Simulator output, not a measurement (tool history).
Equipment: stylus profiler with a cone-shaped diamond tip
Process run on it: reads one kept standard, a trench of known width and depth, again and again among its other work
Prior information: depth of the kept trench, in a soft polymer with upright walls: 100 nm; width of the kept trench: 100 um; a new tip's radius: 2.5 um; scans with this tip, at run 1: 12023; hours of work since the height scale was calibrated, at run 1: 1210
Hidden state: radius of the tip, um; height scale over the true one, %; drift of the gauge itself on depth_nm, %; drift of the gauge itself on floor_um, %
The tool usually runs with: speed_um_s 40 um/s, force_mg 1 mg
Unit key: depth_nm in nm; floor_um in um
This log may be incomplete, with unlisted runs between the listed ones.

| run | day | speed_um_s | force_mg | scans with this tip | hours of work since the height scale was calibrated | depth_nm | floor_um |
|---|---|---|---|---|---|---|---|
| 1 | 0 | 40 | 1 | 12023 | 1210 | 100.39 | 98.29 |
| 2 | 2.479 | 40 | 1 | 12338 | 1241 | 100.43 | 98.34 |
| 3 | 4.517 | 40 | 1 | 12596 | 1267 | 100.58 | 98.33 |
| 4 | 6.296 | 40 | 1 | 12822 | 1290 | 100.54 | 98.34 |
| 5 | 7.458 | 40 | 1 | 12969 | 1305 | 100.43 | 98.37 |
| 6 | 8.767 | 40 | 1 | 13135 | 1322 | 100.52 | 98.35 |
| 7 | 11.121 | 40 | 1 | 13434 | 1352 | 100.47 | 98.38 |
| 8 | 12.388 | 40 | 1 | 13595 | 1368 | 100.63 | 98.32 |
| 9 | 14.396 | 40 | 1 | 13849 | 1394 | 100.43 | 98.36 |
| 10 | 15.546 | 18 | 1 | 13995 | 1408 | 100.53 | 98.41 |
| 11 | 17.258 | 40 | 2.06 | 14212 | 1430 | 100.71 | 98.43 |
| 12 | 19.783 | 40 | 2.06 | 14532 | 1462 | 100.79 | 98.45 |
| 13 | 20.996 | 15 | 1 | 14686 | 1478 | 100.33 | 98.48 |
| 14 | 23.362 | 37 | 1 | 14986 | 1508 | 100.45 | 98.38 |
| 15 | 24.662 | 37 | 1.45 | 15151 | 1525 | 100.58 | 98.34 |
| 16 | 27.138 | 37 | 1.45 | 15465 | 1556 | 100.29 | 98.4 |
| 17 | 29.775 | 37 | 1.45 | 15800 | 1590 | 100.52 | 98.4 |
| 18 | 31.796 | 40 | 1 | 16056 | 1616 | 100.38 | 98.32 |
| 19 | 34.362 | 40 | 1.75 | 16381 | 1648 | 100.58 | 98.38 |
| 20 | 35.479 | 40 | 1.75 | 16523 | 1663 | 100.68 | 98.36 |
| 21 | 38.071 | 14 | 1 | 16852 | 1696 | 100.48 | 98.47 |
| 22 | 40.15 | 40 | 1 | 17116 | 1722 | 100.36 | 98.34 |
| 23 | 41.533 | 40 | 1 | 17291 | 1740 | 100.49 | 98.34 |
| 24 | 44.096 | 40 | 1 | 17616 | 1773 | 100.33 | 98.34 |
| 25 | 46.767 | 26 | 0.69 | 17955 | 1807 | 100.61 | 98.4 |
| 26 | 47.908 | 40 | 2.76 | 18100 | 1821 | 100.83 | 98.41 |
| 27 | 50.183 | 15 | 1 | 18388 | 1850 | 100.37 | 98.45 |
| 28 | 52.071 | 88 | 0.58 | 18628 | 1874 | 100.32 | 97.91 |
| 29 | 53.746 | 28 | 0.35 | 18840 | 1896 | 100.4 | 98.25 |
| 30 | 55.438 | 13 | 1.88 | 19055 | 1917 | 100.58 | 98.54 |
| 31 | 57.6 | 13 | 1.88 | 19329 | 1945 | 100.69 | 98.51 |
| 32 | 59.021 | 17 | 1.29 | 19509 | 1963 | 100.43 | 98.47 |
|  | 59.338 | new tip fitted, height scale calibrated |
| 33 | 61.058 | 17 | 1.29 | 219 | 22 | 100.35 | 98.53 |
| 34 | 62.946 | 122 | 1.29 | 459 | 46 | 100.6 | 97.98 |
| 35 | 64.65 | 117 | 1.42 | 674 | 68 | 100.4 | 98.01 |
| 36 | 67.288 | 65 | 0.63 | 1009 | 102 | 100.18 | 98.13 |
| 37 | 68.871 | 23 | 0.57 | 1210 | 122 | 100.19 | 98.39 |
| 38 | 71.329 | 17 | 0.91 | 1521 | 153 | 100.57 | 98.51 |
| 39 | 72.467 | 17 | 0.97 | 1666 | 168 | 100.47 | 98.56 |
| 40 | 73.996 | 17 | 0.97 | 1860 | 187 | 100.34 | 98.53 |
| 41 | 75.879 | 14 | 1.25 | 2099 | 211 | 100.6 | 98.5 |
| 42 | 78.212 | 14 | 1.25 | 2395 | 241 | 100.64 | 98.5 |
| 43 | 79.667 | 19 | 0.36 | 2579 | 259 | 100.31 | 98.4 |
| 44 | 81.996 | 73 | 0.5 | 2875 | 289 | 100.37 | 98 |
| 45 | 83.671 | 73 | 0.5 | 3087 | 311 | 100.44 | 97.98 |

For each entry between runs, how does the tool's hidden state at the last listed run before it compare with that at the first listed run after it?
Run 32 -> run 33: new tip fitted, height scale calibrated (day 59.338)
  radius of the tip, um: 2.63 -> 2.5; height scale over the true one, %: 0.027 -> 0.002
  measured less the result without the state, floor_um: -0.03 -> +0 um
